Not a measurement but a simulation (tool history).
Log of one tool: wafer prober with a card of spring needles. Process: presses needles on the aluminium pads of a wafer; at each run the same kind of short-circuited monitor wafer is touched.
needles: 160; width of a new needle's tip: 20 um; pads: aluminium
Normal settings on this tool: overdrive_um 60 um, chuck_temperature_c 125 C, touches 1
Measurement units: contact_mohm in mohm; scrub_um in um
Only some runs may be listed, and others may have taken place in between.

run     day  overdrive_um  chuck_temperature_c  touches  contact_mohm  scrub_um
  1       0            60                  125        1           208     13.39
      0.088  -- tips cleaned on abrasive film
        0.3  -- tips cleaned on abrasive film
      0.517  -- tips cleaned on abrasive film
      0.688  -- tips cleaned on abrasive film
  2   0.825            60                  125        1           213     13.25
      0.871  -- tips cleaned on abrasive film
      1.083  -- tips cleaned on abrasive film
        1.3  -- tips cleaned on abrasive film
      1.471  -- tips cleaned on abrasive film
  3   1.533            60                   92        1           200     13.12
      1.662  -- tips cleaned on abrasive film
      1.838  -- tips cleaned on abrasive film
      2.046  -- tips cleaned on abrasive film
  4    2.05            60                   92        1           200     13.05
      2.221  -- tips cleaned on abrasive film
      2.392  -- tips cleaned on abrasive film, once more
  5   2.558            60                  125        1           215     13.12
      2.604  -- tips cleaned on abrasive film
      2.817  -- tips cleaned on abrasive film
      2.988  -- tips cleaned on abrasive film
  6   3.025            60                   28        1           189     13.07
      3.196  -- tips cleaned on abrasive film
      3.371  -- tips cleaned on abrasive film
      3.542  -- tips cleaned on abrasive film
      3.754  -- tips cleaned on abrasive film
  7   3.808            60                   28        1           191     12.96
      3.938  -- tips cleaned on abrasive film
       4.15  -- tips cleaned on abrasive film
      4.321  -- tips cleaned on abrasive film
  8   4.325            60                   28        1           182      12.9
        4.5  -- tips cleaned on abrasive film
      4.712  -- tips cleaned on abrasive film
  9   4.733            60                   53        1           194     12.91
      4.904  -- tips cleaned on abrasive film
      5.075  -- tips cleaned on abrasive film
      5.292  -- tips cleaned on abrasive film
      5.462  -- tips cleaned on abrasive film
 10   5.604            60                   53        1           199     12.95
       5.65  -- tips cleaned on abrasive film
      5.862  -- tips cleaned on abrasive film
      6.033  -- tips cleaned on abrasive film
      6.171  -- height of the first contact set anew
      6.258  -- tips cleaned on abrasive film
      6.475  -- tips cleaned on abrasive film
 11   6.512            60                   53        1           193     13.39
      6.688  -- tips cleaned on abrasive film
      6.858  -- tips cleaned on abrasive film
      7.029  -- tips cleaned on abrasive film
 12   7.058            60                   53        1           192     13.39
      7.229  -- tips cleaned on abrasive film
      7.404  -- tips cleaned on abrasive film
      7.617  -- tips cleaned on abrasive film
 13   7.775            60                   53        1           203     13.32
      7.821  -- tips cleaned on abrasive film
      7.996  -- tips cleaned on abrasive film
      8.167  -- tips cleaned on abrasive film
      8.354  -- tips cleaned on abrasive film
 14   8.354            73                   78        1           195      16.2
      8.529  -- tips cleaned on abrasive film
      8.742  -- tips cleaned on abrasive film
      8.954  -- tips cleaned on abrasive film
      9.125  -- tips cleaned on abrasive film
      9.342  -- tips cleaned on abrasive film
 15   9.362            73                   78        1           194     16.09
      9.533  -- tips cleaned on abrasive film
      9.708  -- tips cleaned on abrasive film
      9.879  -- tips cleaned on abrasive film
     10.092  -- tips cleaned on abrasive film
 16  10.142            68                   60        2           192     14.87
     10.271  -- tips cleaned on abrasive film
     10.442  -- tips cleaned on abrasive film
     10.612  -- tips cleaned on abrasive film
 17    10.7            60                  125        2           211     13.03
     10.788  -- tips cleaned on abrasive film
         11  -- tips cleaned on abrasive film
     11.171  -- tips cleaned on abrasive film
 18  11.312            80                   91        2           197     17.52
     11.358  -- tips cleaned on abrasive film
     11.571  -- tips cleaned on abrasive film
     11.783  -- tips cleaned on abrasive film
 19  11.829            51                   56        2           195     10.93
     11.958  -- tips cleaned on abrasive film
     12.129  -- tips cleaned on abrasive film
     12.342  -- tips cleaned on abrasive film
 20  12.488            70                   27        1           192     15.18
     12.533  -- tips cleaned on abrasive film
     12.704  -- tips cleaned on abrasive film
     12.917  -- tips cleaned on abrasive film
     13.088  -- tips cleaned on abrasive film
       13.3  -- tips cleaned on abrasive film
 21  13.433            58                   28        1           201     12.44
     13.479  -- tips cleaned on abrasive film
      13.65  -- tips cleaned on abrasive film
     13.825  -- tips cleaned on abrasive film
 22  13.892            57                   66        1           200     12.14
     14.021  -- tips cleaned on abrasive film
     14.158  -- height of the first contact set anew
     14.246  -- tips cleaned on abrasive film
     14.458  -- tips cleaned on abrasive film
     14.675  -- tips cleaned on abrasive film
 23  14.729            71                   31        3           181     15.88
     14.858  -- tips cleaned on abrasive film
     15.029  -- tips cleaned on abrasive film
 24  15.179            71                   31        3           185     15.91
     15.225  -- tips cleaned on abrasive film
     15.396  -- tips cleaned on abrasive film
       15.6  -- tips cleaned on abrasive film
 25    15.6            50                   31        1           186     11.13
     15.771  -- tips cleaned on abrasive film
     15.983  -- tips cleaned on abrasive film
       16.2  -- tips cleaned on abrasive film
     16.412  -- tips cleaned on abrasive film
 26  16.529            50                   31        1           206     11.06

What if the next run were any one of these 3? Each begins from the tool's condition after run 26:
     16.617  -- tips cleaned on abrasive film
     16.829  -- tips cleaned on abrasive film
         17  -- tips cleaned on abrasive film
  A  17.071            48                   72        2             ?         ?
     16.617  -- tips cleaned on abrasive film
     16.829  -- tips cleaned on abrasive film
         17  -- tips cleaned on abrasive film
  B  17.071            68                   31        2             ?         ?
     16.617  -- tips cleaned on abrasive film
     16.829  -- tips cleaned on abrasive film
         17  -- tips cleaned on abrasive film
  C  17.071            43                  109        3             ?         ?

run  contact_mohm  scrub_um
  A           202     10.53
  B           183     15.09
  C           214      9.41
Had the tool no hidden state, the same runs would have come out as:
run  contact_mohm  scrub_um
  A           192     10.77
  B           178     15.33
  C           206      9.65
